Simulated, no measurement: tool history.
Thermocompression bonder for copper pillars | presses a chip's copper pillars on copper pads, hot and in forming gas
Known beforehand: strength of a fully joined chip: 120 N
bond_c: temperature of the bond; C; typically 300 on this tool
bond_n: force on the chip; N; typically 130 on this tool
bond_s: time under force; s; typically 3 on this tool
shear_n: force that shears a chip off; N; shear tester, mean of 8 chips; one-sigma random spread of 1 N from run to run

Run 1, hour 0.0: usual settings. Result: shear_n 87.6 N.
Run 2, hour 21.1: usual settings but bond_n 189 N. Result: shear_n 107.2 N.
Run 3, hour 39.2: usual settings but bond_c 302 C, bond_n 189 N. Result: shear_n 105.2 N.
Run 4, hour 57.7: usual settings but bond_s 5 s. Result: shear_n 95.4 N.
Run 5, hour 68.4: usual settings. Result: shear_n 86.6 N.
Run 6, hour 89.9: usual settings. Result: shear_n 85.8 N.
Run 7, hour 100.7: usual settings. Result: shear_n 86.1 N.
Run 8, hour 113.9: usual settings. Result: shear_n 86.7 N.
Run 9, hour 135.9: usual settings. Result: shear_n 86.3 N.
Run 10, hour 153.0: usual settings. Result: shear_n 87.8 N.
Run 11, hour 162.9: usual settings. Result: shear_n 85.5 N.
Run 12, hour 174.0: usual settings but bond_n 115 N. Result: shear_n 79.6 N.
Run 13, hour 189.3: usual settings. Result: shear_n 87.3 N.
Run 14, hour 205.3: usual settings but bond_s 6 s. Result: shear_n 100.6 N.
Run 15, hour 218.4: usual settings but bond_s 6 s. Result: shear_n 98.4 N.
Run 16, hour 233.5: usual settings but bond_s 6 s. Result: shear_n 99.6 N.
Run 17, hour 251.4: usual settings but bond_s 6 s. Result: shear_n 98.6 N.
Run 18, hour 269.3: usual settings but bond_s 6 s. Result: shear_n 102.3 N.
Run 19, hour 279.1: usual settings but bond_s 6 s. Result: shear_n 99.7 N.
Run 20, hour 289.5: usual settings but bond_s 6 s. Result: shear_n 100.3 N.
Run 21, hour 309.6: usual settings. Result: shear_n 85.1 N.
At hour 330.3: forming gas filter changed.
Run 22, hour 333.1: usual settings. Result: shear_n 87.2 N.
Run 23, hour 352.2: usual settings. Result: shear_n 86.7 N.
Run 24, hour 373.2: usual settings but bond_c 327 C, bond_n 124 N, bond_s 2 s. Result: shear_n 93.7 N.
Run 25, hour 395.1: usual settings but bond_c 327 C, bond_n 124 N, bond_s 2 s. Result: shear_n 96.9 N.
At hour 417.1: force cell calibrated.
Run 26, hour 418.4: usual settings but bond_c 283 C, bond_n 124 N, bond_s 2 s. Result: shear_n 59.8 N.
Run 27, hour 437.6: usual settings but bond_c 283 C, bond_n 124 N, bond_s 2 s. Result: shear_n 61.6 N.
Run 28, hour 459.3: usual settings but bond_c 320 C, bond_n 96 N. Result: shear_n 84.8 N.
Run 29, hour 476.5: usual settings but bond_s 6 s. Result: shear_n 99.0 N.
Run 30, hour 485.9: usual settings but bond_c 274 C, bond_n 184 N. Result: shear_n 84.1 N.
Run 31, hour 497.7: usual settings but bond_c 325 C, bond_n 79 N, bond_s 2 s. Result: shear_n 66.2 N.
Run 32, hour 513.6: usual settings but bond_c 325 C, bond_n 79 N, bond_s 2 s. Result: shear_n 66.7 N.
Run 33, hour 533.2: usual settings but bond_c 318 C, bond_s 4 s. Result: shear_n 105.6 N.
Run 34, hour 546.9: usual settings but bond_c 318 C, bond_s 4 s. Result: shear_n 104.0 N.
Run 35, hour 564.7: usual settings but bond_c 316 C, bond_s 4 s. Result: shear_n 101.9 N.
Run 36, hour 582.6: usual settings but bond_n 140 N, bond_s 4 s. Result: shear_n 94.9 N.
Run 37, hour 597.8: usual settings but bond_c 316 C, bond_s 6 s. Result: shear_n 110.0 N.
Run 38, hour 618.4: usual settings but bond_c 317 C, bond_n 134 N, bond_s 5 s. Result: shear_n 108.6 N.
Run 39, hour 629.9: usual settings but bond_c 278 C, bond_n 155 N, bond_s 2 s. Result: shear_n 71.0 N.
Run 40, hour 643.5: usual settings but bond_c 318 C, bond_n 104 N, bond_s 2 s. Result: shear_n 77.7 N.
Run 41, hour 654.5: usual settings but bond_n 152 N. Result: shear_n 96.7 N.

Predict each of these 3 candidate next runs independently; none follows another, all start after run 41:
Run A, hour 670.4: usual settings but bond_c 274 C, bond_n 97 N, bond_s 2 s. Result: shear_n ?.
Run B, hour 670.4: usual settings but bond_c 272 C, bond_s 5 s. Result: shear_n ?.
Run C, hour 670.4: usual settings but bond_n 152 N, bond_s 2 s. Result: shear_n ?.

run  shear_n
  A     40.4
  B     73.7
  C     86.9
Without the tool's hidden state the same runs would have given:
run  shear_n
  A     40.6
  B     74.0
  C     87.2
